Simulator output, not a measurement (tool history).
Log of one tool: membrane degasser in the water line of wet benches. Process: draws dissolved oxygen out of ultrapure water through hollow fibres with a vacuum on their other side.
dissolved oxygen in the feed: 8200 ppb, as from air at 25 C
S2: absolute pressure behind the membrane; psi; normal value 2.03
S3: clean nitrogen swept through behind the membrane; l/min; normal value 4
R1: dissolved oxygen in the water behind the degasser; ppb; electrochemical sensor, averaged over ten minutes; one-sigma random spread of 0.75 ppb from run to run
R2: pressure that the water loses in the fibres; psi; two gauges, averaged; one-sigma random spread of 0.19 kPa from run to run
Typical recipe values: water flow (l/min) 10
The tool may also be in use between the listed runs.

{"run": 1, "hour": 0.0, "water flow (l/min)": 10, "S2": 2.03, "S3": 4, "R1": 75.2, "R2": 5.546}
{"run": 2, "hour": 171.4, "water flow (l/min)": 10, "S2": 2.03, "S3": 4, "R1": 73.4, "R2": 5.5}
{"run": 3, "hour": 269.5, "water flow (l/min)": 10, "S2": 2.03, "S3": 4, "R1": 73.6, "R2": 5.533}
{"run": 4, "hour": 402.6, "water flow (l/min)": 10, "S2": 2.03, "S3": 4, "R1": 74.6, "R2": 5.516}
{"run": 5, "hour": 605.2, "water flow (l/min)": 10, "S2": 2.03, "S3": 4, "R1": 73.7, "R2": 5.568}
{"run": 6, "hour": 772.3, "water flow (l/min)": 10, "S2": 2.03, "S3": 4, "R1": 73.3, "R2": 5.504}
{"run": 7, "hour": 976.6, "water flow (l/min)": 10, "S2": 2.03, "S3": 4.09, "R1": 71.7, "R2": 5.517}
{"run": 8, "hour": 1079.3, "water flow (l/min)": 7, "S2": 2.03, "S3": 3.71, "R1": 57.1, "R2": 3.867}
{"run": 9, "hour": 1205.5, "water flow (l/min)": 12, "S2": 3.09, "S3": 11.18, "R1": 58, "R2": 6.659}
{"run": 10, "hour": 1328.2, "water flow (l/min)": 13, "S2": 2.9, "S3": 7.48, "R1": 82.5, "R2": 7.198}

Measured result minus the same run's result without the hidden state. Both carry the same run-to-run variation, though not necessarily the same gauge scatter:
Hidden state present: membrane still open, %; true pressure behind the membrane over the reading, kPa; air that leaks in behind the membrane, l/min; drift of the gauge itself on oxygen_ppb, %; drift of the gauge itself on loss_of_pressure_kpa, %.
run=1 R1=+5.1 R2=+0.104
run=2 R1=+5.1 R2=+0.107
run=3 R1=+5.2 R2=+0.109
run=4 R1=+5.4 R2=+0.112
run=5 R1=+5.5 R2=+0.113
run=6 R1=+5.6 R2=+0.117
run=7 R1=+5.6 R2=+0.119
run=8 R1=+6.2 R2=+0.084
run=9 R1=+4.4 R2=+0.148
run=10 R1=+5.8 R2=+0.16

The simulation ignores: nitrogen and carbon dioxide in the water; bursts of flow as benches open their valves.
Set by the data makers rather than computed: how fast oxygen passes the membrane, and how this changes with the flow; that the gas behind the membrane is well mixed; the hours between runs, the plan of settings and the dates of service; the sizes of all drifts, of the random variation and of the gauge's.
